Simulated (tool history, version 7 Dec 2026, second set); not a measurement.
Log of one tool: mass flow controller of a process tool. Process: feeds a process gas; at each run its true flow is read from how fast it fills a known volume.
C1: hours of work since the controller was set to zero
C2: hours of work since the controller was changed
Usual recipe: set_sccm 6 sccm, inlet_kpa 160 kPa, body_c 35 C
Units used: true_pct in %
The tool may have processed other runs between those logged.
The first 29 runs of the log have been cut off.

Run 30, hour 9425.8: usual settings but set_sccm 19 sccm, inlet_kpa 168 kPa; C1 2279; C2 7565. Result: true_pct 98.14 %.
Run 31, hour 9719.6: usual settings but body_c 28 C; C1 2403; C2 7689. Result: true_pct 99.88 %.
Run 32, hour 9948.1: usual settings but inlet_kpa 271 kPa, body_c 23 C; C1 2500; C2 7786. Result: true_pct 99.63 %.
Run 33, hour 10163.6: usual settings but set_sccm 16 sccm, inlet_kpa 271 kPa, body_c 21 C; C1 2591; C2 7877. Result: true_pct 98.52 %.
Run 34, hour 10447.1: usual settings but set_sccm 15 sccm, inlet_kpa 264 kPa, body_c 34 C; C1 2712; C2 7998. Result: true_pct 98.01 %.
Run 35, hour 10852.6: usual settings but set_sccm 15 sccm, inlet_kpa 264 kPa, body_c 34 C; C1 2884; C2 8169. Result: true_pct 98.08 %.
Run 36, hour 11101.5: usual settings but inlet_kpa 264 kPa, body_c 32 C; C1 2989; C2 8275. Result: true_pct 99.67 %.
Run 37, hour 11521.4: usual settings but inlet_kpa 264 kPa, body_c 32 C; C1 3167; C2 8453. Result: true_pct 99.84 %.
Run 38, hour 11833.4: usual settings but inlet_kpa 264 kPa, body_c 32 C; C1 3299; C2 8585. Result: true_pct 99.84 %.
Run 39, hour 12143.4: usual settings but set_sccm 7 sccm, inlet_kpa 207 kPa; C1 3431; C2 8717. Result: true_pct 99.62 %.
Run 40, hour 12486.2: usual settings but set_sccm 12 sccm, inlet_kpa 207 kPa, body_c 26 C; C1 3576; C2 8862. Result: true_pct 98.9 %.

Each row is a separate what-if for the run after 40, all from the same tool condition, not one after another. Results?
Run A, hour 12719.4: usual settings but set_sccm 3 sccm, inlet_kpa 175 kPa, body_c 27 C; C1 3675; C2 8961. Result: true_pct ?.
Run B, hour 12719.4: usual settings but body_c 39 C; C1 3675; C2 8961. Result: true_pct ?.
Run C, hour 12719.4: usual settings but set_sccm 8 sccm, inlet_kpa 180 kPa, body_c 27 C; C1 3675; C2 8961. Result: true_pct ?.
Run D, hour 12719.4: usual settings but inlet_kpa 188 kPa, body_c 24 C; C1 3675; C2 8961. Result: true_pct ?.

run  true_pct
  A    104.14
  B    100.12
  C     99.79
  D     100.5
Stripped of hidden state, with their random variation kept, the same runs would have yielded:
run  true_pct
  A     99.48
  B     99.09
  C     99.68
  D     99.48
